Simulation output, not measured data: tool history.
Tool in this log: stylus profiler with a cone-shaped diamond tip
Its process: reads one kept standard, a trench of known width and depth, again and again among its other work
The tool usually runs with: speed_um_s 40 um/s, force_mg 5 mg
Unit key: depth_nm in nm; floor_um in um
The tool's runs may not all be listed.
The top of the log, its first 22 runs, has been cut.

Run 23, hour 271.7: usual settings. Result: depth_nm 1022.08 nm, floor_um 15.87 um.
Run 24, hour 279.6: usual settings. Result: depth_nm 1021.55 nm, floor_um 15.85 um.
Run 25, hour 290.6: usual settings but speed_um_s 65 um/s, force_mg 2.27 mg. Result: depth_nm 1012.86 nm, floor_um 15.63 um.
Run 26, hour 303.4: usual settings but speed_um_s 65 um/s, force_mg 2.27 mg. Result: depth_nm 1013.14 nm, floor_um 15.62 um.
Run 27, hour 312.6: usual settings but speed_um_s 61 um/s, force_mg 14.45 mg. Result: depth_nm 1043.95 nm, floor_um 15.89 um.
Run 28, hour 325.3: usual settings but speed_um_s 61 um/s, force_mg 14.45 mg. Result: depth_nm 1044.04 nm, floor_um 15.82 um.
Run 29, hour 336: usual settings but speed_um_s 61 um/s, force_mg 14.45 mg. Result: depth_nm 1043.58 nm, floor_um 15.87 um.
Run 30, hour 345.6: usual settings but speed_um_s 20 um/s, force_mg 2.33 mg. Result: depth_nm 1012.87 nm, floor_um 15.94 um.
Run 31, hour 358.7: usual settings but speed_um_s 88 um/s. Result: depth_nm 1021.57 nm, floor_um 15.74 um.

What does the tool deliver on the next run?
Run 32, hour 374.9: usual settings but speed_um_s 56 um/s. Result: depth_nm ?, floor_um ?.

Run 32 came out at depth_nm 1021.91 nm, floor_um 15.8 um.
Had the tool carried no hidden state, the very same run would have given depth_nm 1021.9 nm, floor_um 15.81 um.

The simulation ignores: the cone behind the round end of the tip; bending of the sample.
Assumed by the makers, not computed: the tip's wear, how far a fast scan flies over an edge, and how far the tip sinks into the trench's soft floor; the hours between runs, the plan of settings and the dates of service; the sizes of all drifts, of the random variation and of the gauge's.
